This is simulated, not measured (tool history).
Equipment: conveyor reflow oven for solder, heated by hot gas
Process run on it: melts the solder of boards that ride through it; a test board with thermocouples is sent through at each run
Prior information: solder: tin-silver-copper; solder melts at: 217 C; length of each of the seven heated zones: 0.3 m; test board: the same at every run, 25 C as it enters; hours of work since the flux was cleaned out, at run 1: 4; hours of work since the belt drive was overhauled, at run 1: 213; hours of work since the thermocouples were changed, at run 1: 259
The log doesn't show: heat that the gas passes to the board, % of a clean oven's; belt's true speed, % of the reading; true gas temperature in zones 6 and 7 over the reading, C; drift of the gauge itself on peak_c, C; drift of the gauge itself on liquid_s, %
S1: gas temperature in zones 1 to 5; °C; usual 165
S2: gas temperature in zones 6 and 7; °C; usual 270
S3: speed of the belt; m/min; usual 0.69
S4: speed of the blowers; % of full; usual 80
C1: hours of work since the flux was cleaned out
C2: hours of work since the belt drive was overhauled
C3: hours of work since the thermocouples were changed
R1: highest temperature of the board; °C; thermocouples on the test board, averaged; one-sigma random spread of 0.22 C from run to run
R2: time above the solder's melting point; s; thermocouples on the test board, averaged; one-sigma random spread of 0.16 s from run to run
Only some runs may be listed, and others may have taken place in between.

run,hour,S1,S2,S3,S4,C1,C2,C3,R1,R2
1,0.0,165,270,0.69,80,4,213,259,249.7,34.9
2,13.9,165,270,0.69,80,11,220,265,249.4,34.9
3,26.6,165,270,0.69,84,16,225,270,250.3,35.4
4,44.4,165,270,0.69,80,24,233,278,249.5,34.9
5,56.7,165,270,0.69,80,30,239,284,249.3,34.7
6,64.4,165,270,0.69,80,33,242,287,249.2,34.9
7,78.7,168,270,0.69,80,40,249,294,250.1,35.7

For run 8, what comes out?
8,86.6,165,284,0.69,55,43,252,297,?,?

Logged for run 8: R1 253.5 °C, R2 36.2 s.
If the tool had no hidden condition, the same run with the same run-to-run variation would have returned R1 253.0 °C, R2 35.7 s.
